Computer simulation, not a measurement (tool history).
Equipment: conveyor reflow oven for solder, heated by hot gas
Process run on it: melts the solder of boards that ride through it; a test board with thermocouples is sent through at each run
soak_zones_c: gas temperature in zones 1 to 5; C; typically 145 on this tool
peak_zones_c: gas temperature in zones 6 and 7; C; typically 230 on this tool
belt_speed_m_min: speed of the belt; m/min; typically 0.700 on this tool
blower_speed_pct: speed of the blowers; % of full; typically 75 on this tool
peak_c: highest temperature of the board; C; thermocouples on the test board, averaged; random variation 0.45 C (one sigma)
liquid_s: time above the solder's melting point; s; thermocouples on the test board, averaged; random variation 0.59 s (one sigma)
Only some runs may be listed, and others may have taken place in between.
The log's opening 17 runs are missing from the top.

run 18 hour=316.7 | soak_zones_c=145 peak_zones_c=231 belt_speed_m_min=0.626 blower_speed_pct=57 | peak_c=215.4 liquid_s=59.4
run 19 hour=338.2 | soak_zones_c=145 peak_zones_c=231 belt_speed_m_min=0.626 blower_speed_pct=57 | peak_c=216.2 liquid_s=58.4
run 20 hour=357.5 | soak_zones_c=145 peak_zones_c=231 belt_speed_m_min=0.626 blower_speed_pct=52 | peak_c=214.5 liquid_s=58.6
run 21 hour=374.8 | soak_zones_c=156 peak_zones_c=234 belt_speed_m_min=0.745 blower_speed_pct=74 | peak_c=219.8 liquid_s=55.9
run 22 hour=399.5 | soak_zones_c=145 peak_zones_c=223 belt_speed_m_min=0.700 blower_speed_pct=75 | peak_c=210.5 liquid_s=48.2
run 23 hour=416.9 | soak_zones_c=145 peak_zones_c=223 belt_speed_m_min=0.700 blower_speed_pct=75 | peak_c=209.4 liquid_s=47.8
run 24 hour=427.5 | soak_zones_c=154 peak_zones_c=243 belt_speed_m_min=0.741 blower_speed_pct=75 | peak_c=227.1 liquid_s=59.1
run 25 hour=443.4 | soak_zones_c=133 peak_zones_c=223 belt_speed_m_min=0.813 blower_speed_pct=59 | peak_c=198.2 liquid_s=25.9
-- hour=456.5 belt drive overhauled, speed set with a stopwatch
run 26 hour=466.6 | soak_zones_c=133 peak_zones_c=223 belt_speed_m_min=0.813 blower_speed_pct=59 | peak_c=197.4 liquid_s=25.2
run 27 hour=492.7 | soak_zones_c=133 peak_zones_c=223 belt_speed_m_min=0.813 blower_speed_pct=59 | peak_c=197.4 liquid_s=24.7
run 28 hour=509.4 | soak_zones_c=137 peak_zones_c=228 belt_speed_m_min=0.700 blower_speed_pct=57 | peak_c=208.4 liquid_s=43.4
run 29 hour=532.4 | soak_zones_c=158 peak_zones_c=230 belt_speed_m_min=0.700 blower_speed_pct=75 | peak_c=218.0 liquid_s=60.3

Run 30 is up next; what results do you expect?
run 30 hour=550.4 | soak_zones_c=147 peak_zones_c=230 belt_speed_m_min=0.761 blower_speed_pct=75 | peak_c=? liquid_s=?

{"run 30": {"peak_c": 214.1, "liquid_s": 46.7}}
The same run, on a tool lacking any hidden state, would have yielded peak_c 214.2 C, liquid_s 46.8 s.
